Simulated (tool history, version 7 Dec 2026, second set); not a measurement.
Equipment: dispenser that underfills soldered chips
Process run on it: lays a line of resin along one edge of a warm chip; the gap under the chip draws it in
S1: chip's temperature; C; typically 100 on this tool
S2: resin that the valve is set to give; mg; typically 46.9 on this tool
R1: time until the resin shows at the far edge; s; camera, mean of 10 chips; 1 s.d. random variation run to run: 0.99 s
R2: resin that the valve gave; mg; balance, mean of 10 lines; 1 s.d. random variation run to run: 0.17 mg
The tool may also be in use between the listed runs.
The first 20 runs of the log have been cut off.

run   hour   S1    S2     R1     R2
     101.3  -- new syringe of resin
 21  101.4  100  41.6   99.9  40.87
 22  105.9   88  41.6  192.9  40.91
 23  109.2  100  45.8  130.2  45.04
 24  114.3   97  53.0  169.0  51.57
     117.1  -- new syringe of resin
 25  120.1   97  50.3  121.6  48.74
 26  125.2   87  40.4  238.1  38.93
 27  128.5  109  56.6   99.8  54.54
     133.3  -- new syringe of resin
 28  133.7  109  56.6   69.4  54.11
 29  137.6  109  56.6   80.9  53.99
 30  140.7  105  56.6  103.3  54.23
 31  147.0   96  60.8  185.3  57.86
     149.0  -- new syringe of resin
 32  152.5   98  40.5  131.3  38.45
 33  157.4   98  59.3  138.2  55.71
     162.7  -- dispensing valve cleaned and set on the balance
 34  163.7   96  46.9  192.3  46.96
     166.0  -- new syringe of resin
 35  167.0  107  41.9   79.5  42.11

Each row is a separate what-if for the run after 35, all from the same tool condition, not one after another. Results?
  A  170.4  100  43.9   ?   ?
  B  170.4  102  50.0   ?   ?
  C  170.4  108  41.9   ?   ?
  D  170.4  107  52.0   ?   ?
  E  170.4  107  60.7   ?   ?

run     R1     R2
  A  118.5  43.72
  B  106.0  49.61
  C   88.0  41.76
  D   85.7  51.51
  E   85.7  60.37
Stripped of hidden state, with their random variation kept, the same runs would have yielded:
run    R1     R2
  A  97.2  43.89
  B  86.9  49.80
  C  72.1  41.92
  D  70.2  51.71
  E  70.3  60.60
